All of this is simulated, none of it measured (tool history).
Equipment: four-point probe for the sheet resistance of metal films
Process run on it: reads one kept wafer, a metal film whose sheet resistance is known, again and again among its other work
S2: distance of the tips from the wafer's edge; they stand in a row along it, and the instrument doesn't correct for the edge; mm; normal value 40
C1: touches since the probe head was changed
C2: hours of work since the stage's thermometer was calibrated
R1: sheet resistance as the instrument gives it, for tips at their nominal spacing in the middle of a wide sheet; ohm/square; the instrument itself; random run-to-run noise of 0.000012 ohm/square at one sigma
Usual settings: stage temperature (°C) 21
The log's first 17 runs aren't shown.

{"run": 18, "hour": 347.0, "stage temperature (°C)": 21, "S2": 40, "C1": 67086, "C2": 87, "R1": 0.058396}
{"hour": 366.2, "done": "stage's thermometer calibrated, once more"}
{"run": 19, "hour": 368.8, "stage temperature (°C)": 30, "S2": 40, "C1": 68084, "C2": 2, "R1": 0.057984}
{"run": 20, "hour": 397.0, "stage temperature (°C)": 30, "S2": 40, "C1": 69399, "C2": 22, "R1": 0.05797}
{"run": 21, "hour": 418.0, "stage temperature (°C)": 30, "S2": 40, "C1": 70377, "C2": 37, "R1": 0.057957}
{"run": 22, "hour": 445.6, "stage temperature (°C)": 25, "S2": 40, "C1": 71663, "C2": 57, "R1": 0.058269}
{"run": 23, "hour": 460.1, "stage temperature (°C)": 22, "S2": 40, "C1": 72339, "C2": 67, "R1": 0.058441}
{"run": 24, "hour": 476.4, "stage temperature (°C)": 22, "S2": 6, "C1": 73100, "C2": 79, "R1": 0.059801}
{"run": 25, "hour": 491.8, "stage temperature (°C)": 25, "S2": 38, "C1": 73819, "C2": 90, "R1": 0.058262}
{"run": 26, "hour": 506.3, "stage temperature (°C)": 29, "S2": 10, "C1": 74497, "C2": 100, "R1": 0.058486}
{"run": 27, "hour": 527.6, "stage temperature (°C)": 20, "S2": 9, "C1": 75492, "C2": 116, "R1": 0.05917}
{"run": 28, "hour": 544.3, "stage temperature (°C)": 27, "S2": 40, "C1": 76270, "C2": 128, "R1": 0.058119}
{"run": 29, "hour": 568.4, "stage temperature (°C)": 27, "S2": 40, "C1": 77394, "C2": 145, "R1": 0.058101}
{"run": 30, "hour": 581.8, "stage temperature (°C)": 33, "S2": 8, "C1": 78020, "C2": 155, "R1": 0.058509}
{"run": 31, "hour": 604.7, "stage temperature (°C)": 33, "S2": 8, "C1": 79089, "C2": 171, "R1": 0.058507}
{"run": 32, "hour": 620.8, "stage temperature (°C)": 33, "S2": 8, "C1": 79837, "C2": 182, "R1": 0.058495}
{"run": 33, "hour": 643.7, "stage temperature (°C)": 33, "S2": 13, "C1": 80906, "C2": 199, "R1": 0.05802}
{"run": 34, "hour": 659.6, "stage temperature (°C)": 23, "S2": 26, "C1": 81648, "C2": 210, "R1": 0.058388}
{"run": 35, "hour": 685.0, "stage temperature (°C)": 23, "S2": 26, "C1": 82835, "C2": 228, "R1": 0.0584}
{"run": 36, "hour": 708.8, "stage temperature (°C)": 19, "S2": 67, "C1": 83945, "C2": 246, "R1": 0.058589}

Predict the results of run 37:
{"run": 37, "hour": 736.1, "stage temperature (°C)": 21, "S2": 26, "C1": 85216, "C2": 265, "R1": "?"}

{"run 37": {"R1": 0.05852}}
With no hidden state in the tool, this same run would have given R1 0.058799 ohm/square.
